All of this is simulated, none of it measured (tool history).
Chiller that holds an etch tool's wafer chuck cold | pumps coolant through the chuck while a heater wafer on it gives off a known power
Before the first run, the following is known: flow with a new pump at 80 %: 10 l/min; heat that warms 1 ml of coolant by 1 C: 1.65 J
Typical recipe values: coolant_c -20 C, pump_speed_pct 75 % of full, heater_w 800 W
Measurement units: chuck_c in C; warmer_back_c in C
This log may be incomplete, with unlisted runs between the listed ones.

| run | day | coolant_c | pump_speed_pct | heater_w | chuck_c | warmer_back_c |
|---|---|---|---|---|---|---|
| 1 | 0.000 | -20 | 75 | 800 | -11.1 | 3.25 |
| 2 | 5.854 | -20 | 75 | 800 | -11.2 | 3.32 |
| 3 | 11.362 | -20 | 75 | 800 | -11.3 | 3.30 |
| 4 | 14.946 | -20 | 75 | 800 | -11.4 | 3.29 |
| 5 | 20.292 | -20 | 75 | 800 | -11.1 | 3.25 |
| 6 | 24.138 | -20 | 75 | 800 | -11.1 | 3.25 |
| 7 | 29.625 | -20 | 75 | 800 | -11.1 | 3.26 |
| 8 | 35.829 | -20 | 75 | 800 | -10.9 | 3.30 |
| 9 | 40.342 | -20 | 75 | 800 | -11.1 | 3.30 |
| 10 | 43.254 | -20 | 75 | 800 | -11.2 | 3.28 |
| 11 | 45.946 | -20 | 82 | 800 | -11.7 | 3.00 |
| 12 | 49.208 | -20 | 82 | 800 | -11.7 | 2.98 |
| 13 | 51.833 | -20 | 75 | 800 | -10.8 | 3.28 |
| 14 | 57.925 | -20 | 75 | 800 | -10.7 | 3.33 |
| 15 | 62.521 | -20 | 75 | 800 | -10.8 | 3.31 |
| 16 | 68.100 | -20 | 75 | 800 | -10.8 | 3.27 |
| 17 | 73.300 | -27 | 75 | 800 | -17.8 | 3.33 |
| 18 | 79.679 | -13 | 75 | 607 | -6.1 | 2.51 |
| 19 | 85.188 | -13 | 75 | 426 | -8.2 | 1.73 |
|  | 88.200 | chiller's thermometer calibrated |
| 20 | 88.200 | -15 | 73 | 933 | -3.6 | 4.02 |
| 21 | 94.646 | -19 | 73 | 660 | -10.8 | 2.84 |
| 22 | 99.817 | -27 | 68 | 655 | -18.4 | 3.04 |
|  | 104.900 | coolant changed, channels flushed |
| 23 | 106.292 | -13 | 76 | 1109 | -2.1 | 4.57 |
| 24 | 110.088 | -28 | 75 | 800 | -20.1 | 3.35 |
| 25 | 113.346 | -28 | 75 | 800 | -20.1 | 3.34 |
| 26 | 117.617 | -28 | 75 | 800 | -20.1 | 3.35 |
| 27 | 122.650 | -28 | 75 | 1002 | -18.1 | 4.19 |
| 28 | 127.317 | -28 | 75 | 1002 | -18.0 | 4.20 |
| 29 | 131.829 | -20 | 61 | 1052 | -7.4 | 5.50 |
| 30 | 136.133 | -27 | 61 | 481 | -21.4 | 2.52 |
| 31 | 141.412 | -27 | 61 | 481 | -21.3 | 2.53 |
| 32 | 146.200 | -20 | 75 | 967 | -10.2 | 4.04 |
| 33 | 150.975 | -16 | 88 | 420 | -12.4 | 1.47 |

Branching from run 33: 3 alternative next runs. What would each branch give?
| A | 155.304 | -16 | 88 | 420 | ? | ? |
| B | 155.304 | -23 | 88 | 751 | ? | ? |
| C | 155.304 | -15 | 99 | 800 | ? | ? |

| run | chuck_c | warmer_back_c |
|---|---|---|
| A | -12.5 | 1.45 |
| B | -16.5 | 2.61 |
| C | -8.8 | 2.47 |
With no hidden state in the tool, these same runs would have given:
| run | chuck_c | warmer_back_c |
|---|---|---|
| A | -12.6 | 1.34 |
| B | -16.8 | 2.41 |
| C | -9.1 | 2.28 |

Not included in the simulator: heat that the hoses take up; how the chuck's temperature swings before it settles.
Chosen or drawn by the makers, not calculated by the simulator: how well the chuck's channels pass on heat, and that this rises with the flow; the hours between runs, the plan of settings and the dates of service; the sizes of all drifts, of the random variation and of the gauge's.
